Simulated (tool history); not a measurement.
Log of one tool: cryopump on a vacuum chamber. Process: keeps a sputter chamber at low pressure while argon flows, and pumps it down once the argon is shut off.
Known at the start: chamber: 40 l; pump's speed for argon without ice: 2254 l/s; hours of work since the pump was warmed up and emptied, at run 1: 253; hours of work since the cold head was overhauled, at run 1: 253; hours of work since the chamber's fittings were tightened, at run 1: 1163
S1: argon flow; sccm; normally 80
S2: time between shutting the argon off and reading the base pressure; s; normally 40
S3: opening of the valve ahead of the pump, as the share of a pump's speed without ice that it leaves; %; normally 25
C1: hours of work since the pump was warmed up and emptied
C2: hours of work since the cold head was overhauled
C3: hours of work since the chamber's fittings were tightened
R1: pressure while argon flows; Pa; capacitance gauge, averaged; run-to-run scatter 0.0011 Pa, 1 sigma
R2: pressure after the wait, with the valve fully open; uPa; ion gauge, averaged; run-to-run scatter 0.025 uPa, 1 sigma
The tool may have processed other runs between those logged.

| run | day | S1 | S2 | S3 | C1 | C2 | C3 | R1 | R2 |
|---|---|---|---|---|---|---|---|---|---|
| 1 | 0 | 80 | 40 | 25 | 253 | 253 | 1163 | 0.2449 | 1.75 |
| 2 | 5.538 | 80 | 40 | 25 | 367 | 367 | 1276 | 0.2453 | 1.88 |
| 3 | 9.279 | 80 | 40 | 25 | 444 | 444 | 1353 | 0.2478 | 1.91 |
| 4 | 12.642 | 80 | 40 | 25 | 513 | 513 | 1422 | 0.2471 | 2.03 |
| 5 | 17.8 | 80 | 40 | 25 | 618 | 618 | 1528 | 0.247 | 2.09 |
| 6 | 23.192 | 80 | 40 | 25 | 729 | 729 | 1638 | 0.2508 | 2.18 |
|  | 25.738 | pump warmed up, emptied and cooled again |
| 7 | 28.408 | 80 | 40 | 25 | 55 | 832 | 1741 | 0.2428 | 2.03 |
| 8 | 33.492 | 80 | 40 | 25 | 159 | 936 | 1845 | 0.2433 | 2.24 |
| 9 | 37.008 | 80 | 40 | 25 | 231 | 1008 | 1917 | 0.2428 | 2.18 |
| 10 | 42.517 | 80 | 40 | 25 | 344 | 1121 | 2030 | 0.2431 | 2.3 |
| 11 | 47.792 | 99 | 40 | 25 | 452 | 1229 | 2138 | 0.3059 | 2.42 |
| 12 | 52.875 | 99 | 40 | 18 | 556 | 1333 | 2243 | 0.4224 | 2.55 |
| 13 | 57.746 | 80 | 40 | 25 | 656 | 1433 | 2342 | 0.2509 | 2.68 |
| 14 | 61.538 | 80 | 40 | 25 | 734 | 1511 | 2420 | 0.2499 | 2.79 |
|  | 63.638 | pump warmed up, emptied and cooled again |
| 15 | 64.75 | 80 | 40 | 25 | 23 | 1572 | 2482 | 0.2431 | 2.55 |
|  | 66.283 | leaking fittings of the chamber tightened, without venting |
| 16 | 70.3 | 80 | 40 | 25 | 135 | 1684 | 82 | 0.2439 | 1.1 |
| 17 | 75.642 | 80 | 40 | 25 | 244 | 1794 | 192 | 0.2445 | 1.21 |
| 18 | 80.346 | 80 | 40 | 25 | 341 | 1890 | 288 | 0.2466 | 1.24 |
| 19 | 85.317 | 80 | 40 | 25 | 443 | 1992 | 390 | 0.246 | 1.33 |
| 20 | 88.629 | 80 | 40 | 25 | 511 | 2060 | 458 | 0.2464 | 1.43 |
| 21 | 93.483 | 80 | 40 | 25 | 610 | 2159 | 558 | 0.2494 | 1.51 |
| 22 | 98.925 | 80 | 93 | 25 | 722 | 2271 | 669 | 0.2523 | 1 |
|  | 101.558 | pump warmed up, emptied and cooled again |
| 23 | 101.558 | 80 | 93 | 25 | 0 | 2321 | 719 | 0.2427 | 0.97 |
| 24 | 107.004 | 80 | 144 | 25 | 112 | 2432 | 830 | 0.2432 | 0.93 |
| 25 | 111.921 | 60 | 40 | 25 | 212 | 2533 | 931 | 0.1835 | 1.7 |
| 26 | 115.371 | 60 | 40 | 25 | 283 | 2604 | 1002 | 0.1858 | 1.74 |
| 27 | 119.117 | 80 | 238 | 18 | 360 | 2681 | 1079 | 0.3409 | 0.98 |
| 28 | 124.65 | 69 | 238 | 18 | 473 | 2794 | 1192 | 0.2933 | 1.06 |
| 29 | 128.812 | 80 | 131 | 21 | 559 | 2879 | 1278 | 0.2985 | 1.32 |
| 30 | 133.471 | 83 | 39 | 21 | 654 | 2975 | 1373 | 0.3087 | 2.09 |
| 31 | 137.325 | 118 | 58 | 23 | 733 | 3054 | 1452 | 0.4028 | 1.84 |
|  | 139.688 | pump warmed up, emptied and cooled again |
| 32 | 140.754 | 80 | 40 | 24 | 22 | 3120 | 1518 | 0.2516 | 1.99 |
| 33 | 143.712 | 80 | 40 | 24 | 83 | 3181 | 1579 | 0.254 | 2.06 |
| 34 | 147.192 | 139 | 148 | 24 | 154 | 3252 | 1650 | 0.441 | 1.46 |

Here are 3 independent what-if runs from the current tool condition. What would each one return?
| A | 151.446 | 88 | 21 | 24 | 241 | 3339 | 1737 | ? | ? |
| B | 151.446 | 32 | 128 | 44 | 241 | 3339 | 1737 | ? | ? |
| C | 151.446 | 80 | 40 | 20 | 241 | 3339 | 1737 | ? | ? |

| run | R1 | R2 |
|---|---|---|
| A | 0.2821 | 3.08 |
| B | 0.0564 | 1.56 |
| C | 0.3087 | 2.23 |
What these runs would have given with no unlogged condition in the tool:
| run | R1 | R2 |
|---|---|---|
| A | 0.2761 | 1.91 |
| B | 0.0542 | 0.42 |
| C | 0.3032 | 1.09 |

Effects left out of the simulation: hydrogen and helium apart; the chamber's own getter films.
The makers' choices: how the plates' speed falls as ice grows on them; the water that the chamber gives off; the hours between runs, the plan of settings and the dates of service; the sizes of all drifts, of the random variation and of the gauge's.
